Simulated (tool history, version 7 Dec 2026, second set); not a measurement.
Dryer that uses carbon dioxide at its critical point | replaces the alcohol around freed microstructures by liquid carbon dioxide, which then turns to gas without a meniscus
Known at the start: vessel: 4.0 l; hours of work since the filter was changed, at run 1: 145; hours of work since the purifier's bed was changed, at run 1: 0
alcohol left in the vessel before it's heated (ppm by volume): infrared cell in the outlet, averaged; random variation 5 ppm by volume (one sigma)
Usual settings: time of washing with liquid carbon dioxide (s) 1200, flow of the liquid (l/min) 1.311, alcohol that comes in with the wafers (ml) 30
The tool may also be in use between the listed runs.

run	day	time of washing with liquid carbon dioxide (s)	flow of the liquid (l/min)	alcohol that comes in with the wafers (ml)	hours of work since the filter was changed	hours of work since the purifier's bed was changed	alcohol left in the vessel before it's heated (ppm by volume)
1	0.000	1200	1.311	30	145	0	34
2	0.342	1680	1.311	30	149	4	14
3	0.588	1200	1.311	30	152	7	30
4	0.867	1200	1.390	30	155	10	35
5	1.054	1200	1.390	30	157	12	23
6	1.379	1200	1.090	30	161	16	86
7	1.746	1200	1.090	82	165	21	236
8	1.950	1200	1.090	82	168	23	227
9	2.267	1560	1.090	114	171	27	92
10	2.612	1200	1.260	46	175	31	63
11	2.983	1680	1.311	22	180	35	15
12	3.367	1680	1.311	22	184	40	2
13	3.821	720	1.311	86	189	45	876
14	4.075	720	1.311	86	192	48	858
15	4.533	1260	1.690	60	198	53	27

Forecast each of these 3 alternatives for the next run:
A	4.975	1380	1.670	52	203	59	?
B	4.975	1200	0.830	103	203	59	?
C	4.975	1260	1.360	60	203	59	?

run	alcohol left in the vessel before it's heated (ppm by volume)
A	9
B	989
C	63
Without the tool's hidden state the same runs would have given:
run	alcohol left in the vessel before it's heated (ppm by volume)
A	0
B	533
C	26
